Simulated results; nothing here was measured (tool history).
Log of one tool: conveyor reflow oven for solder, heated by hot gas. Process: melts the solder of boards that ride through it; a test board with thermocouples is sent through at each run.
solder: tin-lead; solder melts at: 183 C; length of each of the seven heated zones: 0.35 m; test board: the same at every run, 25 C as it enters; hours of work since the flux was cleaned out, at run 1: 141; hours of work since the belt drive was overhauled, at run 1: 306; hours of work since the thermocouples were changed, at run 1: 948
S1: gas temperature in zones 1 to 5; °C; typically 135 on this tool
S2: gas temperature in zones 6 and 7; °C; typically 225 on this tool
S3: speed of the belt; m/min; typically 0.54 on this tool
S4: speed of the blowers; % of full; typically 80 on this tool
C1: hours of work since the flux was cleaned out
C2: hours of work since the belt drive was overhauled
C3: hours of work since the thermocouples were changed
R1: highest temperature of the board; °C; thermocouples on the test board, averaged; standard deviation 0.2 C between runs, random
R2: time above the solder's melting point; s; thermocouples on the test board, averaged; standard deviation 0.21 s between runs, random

run,hour,S1,S2,S3,S4,C1,C2,C3,R1,R2
1,0,135,225,0.54,80,141,306,948,214.8,57.1
2,22.2,135,225,0.54,80,152,318,959,214.3,56.5
3,42.3,139,225,0.54,80,162,328,970,214.8,58.3
4,81.2,125,225,0.54,80,182,348,990,213,52.3
5,104,135,225,0.54,80,194,360,1001,214.7,56.5
6,141.4,135,225,0.54,80,213,379,1021,214.1,56.3
7,179.2,135,225,0.54,80,233,398,1040,214.5,56.1
8,196.7,135,225,0.54,80,242,407,1049,214.4,56.1
9,231.5,135,225,0.54,80,259,425,1067,214.2,55.8
10,262.6,135,223,0.547,80,275,441,1083,211.4,53.3
# hour 269.5: flux residue cleaned out of gas plates and filters
# hour 282.4: thermocouples of zones 6 and 7 changed
11,310.8,135,223,0.547,80,20,462,15,209.9,51.3
12,344.6,135,225,0.554,80,38,480,32,211.2,51.8
# hour 373.9: flux residue cleaned out of gas plates and filters, once more
13,391.4,135,215,0.548,69,9,501,53,202.5,43.4
14,408.5,126,237,0.506,70,18,510,62,223.3,64.5
15,445.1,126,237,0.506,70,37,529,81,223,63.9
16,485.5,146,239,0.493,71,57,549,102,228.6,76.8

Forecast each of these 4 alternatives for the next run:
A,506.5,146,234,0.493,53,68,560,112,?,?
B,506.5,149,239,0.569,80,68,560,112,?,?
C,506.5,135,225,0.455,80,68,560,112,?,?
D,506.5,144,225,0.512,74,68,560,112,?,?

run,R1,R2
A,218.6,68.4
B,227.2,66
C,217.6,72.3
D,215.4,64.1
What these runs would have given with no unlogged condition in the tool:
run,R1,R2
A,218.5,67.8
B,227.2,65.6
C,217.5,71.8
D,215.3,63.6

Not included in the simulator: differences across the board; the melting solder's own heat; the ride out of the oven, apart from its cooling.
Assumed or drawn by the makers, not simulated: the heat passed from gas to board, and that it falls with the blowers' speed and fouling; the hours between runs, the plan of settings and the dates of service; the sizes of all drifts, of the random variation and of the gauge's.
